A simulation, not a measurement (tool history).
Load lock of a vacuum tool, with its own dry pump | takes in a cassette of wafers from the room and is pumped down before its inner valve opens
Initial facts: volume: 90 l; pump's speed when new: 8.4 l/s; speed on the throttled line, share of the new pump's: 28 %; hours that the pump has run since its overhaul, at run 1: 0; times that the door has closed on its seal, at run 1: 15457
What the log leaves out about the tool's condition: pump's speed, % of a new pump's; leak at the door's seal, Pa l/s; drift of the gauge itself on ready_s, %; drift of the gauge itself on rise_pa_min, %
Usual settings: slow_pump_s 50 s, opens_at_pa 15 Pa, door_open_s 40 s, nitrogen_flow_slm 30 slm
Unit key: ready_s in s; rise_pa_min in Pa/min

run	hour	slow_pump_s	opens_at_pa	door_open_s	nitrogen_flow_slm	hours that the pump has run since its overhaul	times that the door has closed on its seal	incoming humidity of the room's air, %	ready_s	rise_pa_min
1	0.0	50	15	40	30	0	15457	48.2	130.8	0.019
2	265.8	50	15	59	30	266	15881	48.1	130.3	0.019
3	408.9	50	15	40	30	409	16110	46.0	130.7	0.020
4	558.8	50	15	40	30	559	16349	48.9	131.9	0.026
5	687.2	50	15	40	30	687	16554	43.4	131.6	0.017
6	908.6	50	15	40	30	909	16908	44.3	131.0	0.016
7	1183.8	50	15	40	30	1184	17348	42.5	132.4	0.016
8	1481.9	50	16	40	30	1482	17824	46.2	129.0	0.017
9	1769.4	50	16	40	30	1769	18283	44.0	130.2	0.018
10	2064.7	50	16	40	30	2065	18755	45.8	130.4	0.017
11	2229.5	50	16	40	30	2229	19018	46.7	129.6	0.022
12	2449.0	50	15	40	30	2449	19369	44.7	132.4	0.018
13	2746.5	50	15	40	30	2746	19844	46.3	132.0	0.016
14	2989.7	45	15	40	30	2990	20233	43.9	127.0	0.016
15	3178.5	50	15	40	30	3179	20534	44.6	130.9	0.016
16	3394.8	50	15	40	30	3395	20880	44.0	130.8	0.020
17	3547.5	50	15	40	30	3547	21124	46.3	131.8	0.020
18	3681.9	50	15	40	30	3682	21338	48.7	130.5	0.020
19	3942.7	50	15	40	30	3943	21755	45.0	131.9	0.015
20	4087.5	50	21	28	30	4088	21986	41.2	127.2	0.012
21	4230.7	51	10	52	6	4231	22215	45.7	135.0	0.027
22	4441.5	75	13	40	30	4442	22552	45.5	148.9	0.012
23	4576.5	75	12	40	30	4577	22768	44.1	150.1	0.015
24	4754.4	75	12	111	30	4754	23052	45.5	150.3	0.018

The next listed run, before its measurement:
25	5020.0	37	15	40	19	5020	23476	43.0	?	?

Run 25 gave ready_s 121.7 s, rise_pa_min 0.019 Pa/min.
Had the tool carried no hidden state, the very same run would have given ready_s 121.6 s, rise_pa_min 0.018 Pa/min.
